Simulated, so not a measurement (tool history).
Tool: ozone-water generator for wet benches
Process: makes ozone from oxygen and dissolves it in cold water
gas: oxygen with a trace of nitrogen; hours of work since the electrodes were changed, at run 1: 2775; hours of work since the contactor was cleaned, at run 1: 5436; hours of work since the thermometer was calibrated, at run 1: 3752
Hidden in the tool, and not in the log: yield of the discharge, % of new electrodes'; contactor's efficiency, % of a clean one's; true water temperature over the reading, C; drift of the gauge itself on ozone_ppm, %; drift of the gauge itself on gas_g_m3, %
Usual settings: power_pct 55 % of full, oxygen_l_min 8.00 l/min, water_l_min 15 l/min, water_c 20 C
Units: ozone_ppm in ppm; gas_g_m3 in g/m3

run	hour	power_pct	oxygen_l_min	water_l_min	water_c	hours of work since the electrodes were changed	hours of work since the contactor was cleaned	hours of work since the thermometer was calibrated	ozone_ppm	gas_g_m3
1	0.0	55	8.00	15	20	2775	5436	3752	11.6	127.3
2	66.8	55	8.00	15	20	2833	5493	3810	11.5	126.2
3	117.6	55	8.00	15	20	2876	5537	3853	11.6	127.0
4	153.5	55	8.00	15	20	2907	5568	3884	11.7	126.8
# hour 157.7: water thermometer calibrated
5	214.1	55	8.00	15	27	2959	5620	49	10.2	125.6
6	257.9	55	6.56	15	20	2997	5657	86	11.3	135.0
7	294.8	55	6.56	15	20	3029	5689	118	11.4	135.0
8	370.7	59	4.80	9	20	3094	5754	183	16.5	159.9
9	448.0	49	9.84	15	24	3160	5821	250	9.6	105.7
10	507.3	51	5.58	22	28	3211	5872	301	7.1	134.1
11	558.1	51	5.58	22	28	3255	5916	345	6.9	131.8

Forecast each of these 4 alternatives for the next run:
A	628.6	95	5.58	12	18	3316	5976	405	?	?
B	628.6	51	5.58	11	28	3316	5976	405	?	?
C	628.6	82	5.58	22	28	3316	5976	405	?	?
D	628.6	55	8.00	19	16	3316	5976	405	?	?

run	ozone_ppm	gas_g_m3
A	20.3	214.0
B	10.9	134.3
C	10.0	192.5
D	10.5	124.0
Without the tool's hidden state the same runs would have given:
run	ozone_ppm	gas_g_m3
A	28.1	254.7
B	14.1	149.1
C	13.8	225.3
D	13.9	138.9

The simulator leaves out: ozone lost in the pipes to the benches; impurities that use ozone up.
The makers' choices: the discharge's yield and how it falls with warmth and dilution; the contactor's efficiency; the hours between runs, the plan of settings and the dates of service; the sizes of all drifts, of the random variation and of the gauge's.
